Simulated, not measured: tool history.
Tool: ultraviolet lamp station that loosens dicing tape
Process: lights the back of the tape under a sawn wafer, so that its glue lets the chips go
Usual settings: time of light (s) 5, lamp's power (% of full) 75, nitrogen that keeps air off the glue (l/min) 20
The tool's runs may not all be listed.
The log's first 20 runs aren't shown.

run     day  time of light (s)  lamp's power (% of full)  nitrogen that keeps air off the glue (l/min)  hours of work of the lamp  hours of work since the window was cleaned  force that peels the tape off (N)  light that reached the tape (J/m2)
 21  16.008                  3                        75                                            20                        295                                         344                              1.208                                2620
 22  16.579                  3                        75                                            20                        301                                         350                              1.272                                2640
 23  17.567                  3                        75                                            20                        313                                         362                              1.208                                2650
 24  18.379                  3                        75                                            20                        322                                         371                              1.288                                2600
 25  19.162                  6                        81                                            20                        331                                         380                              0.288                                5620
 26  19.767                  6                        82                                            13                        338                                         387                              0.358                                5570
 27  20.242                  3                        75                                            20                        343                                         392                              1.332                                2620
 28  20.808                  7                        75                                            39                        350                                         399                              0.174                                6000
 29  21.717                  8                        73                                            39                        360                                         409                              0.131                                6600
 30  22.254                  4                        79                                             7                        366                                         415                              1.206                                3550
 31  22.908                  8                        75                                            20                        374                                         423                              0.172                                6750
 32  23.838                  3                        99                                            24                        385                                         434                              0.798                                3320
 33  24.596                  3                        73                                            15                        393                                         442                               1.48                                2460
 34  25.267                  3                        73                                            26                        401                                         450                              1.279                                2430
 35  25.733                  3                        76                                            26                        406                                         455                              1.156                                2550
 36  26.754                  3                        76                                            26                        418                                         467                              1.248                                2490
 37  27.238                  3                        67                                            26                        424                                         473                              1.433                                2250
 38      28                  3                        67                                            26                        432                                         481                              1.462                                2200
 39  28.517                  3                        67                                            26                        438                                         487                              1.473                                2220
 40    29.1                  3                        65                                            19                        445                                         494                              1.628                                2100
 41  29.688                  3                        65                                            19                        452                                         501                              1.697                                2130
 42  30.283                  2                        94                                            12                        459                                         508                              1.999                                2030
 43  31.317                  3                        71                                            30                        470                                         519                              1.339                                2310
 44  31.833                  3                        62                                            23                        476                                         525                               1.69                                2010
 45  32.542                  5                        66                                            12                        485                                         533                              0.965                                3520

3 ways to go on from here, each from the tool as it stands after run 45. What would each give?
  A  33.538                  5                        83                                            40                        496                                         545                                  ?                                   ?
  B  33.538                  5                        66                                            36                        496                                         545                                  ?                                   ?
  C  33.538                  3                        88                                             8                        496                                         545                                  ?                                   ?

run  force that peels the tape off (N)  light that reached the tape (J/m2)
  A                              0.356                                4350
  B                              0.641                                3460
  C                              1.571                                2740
Without the tool's hidden state the same runs would have given:
run  force that peels the tape off (N)  light that reached the tape (J/m2)
  A                               0.18                                5680
  B                              0.357                                4520
  C                              1.105                                3580
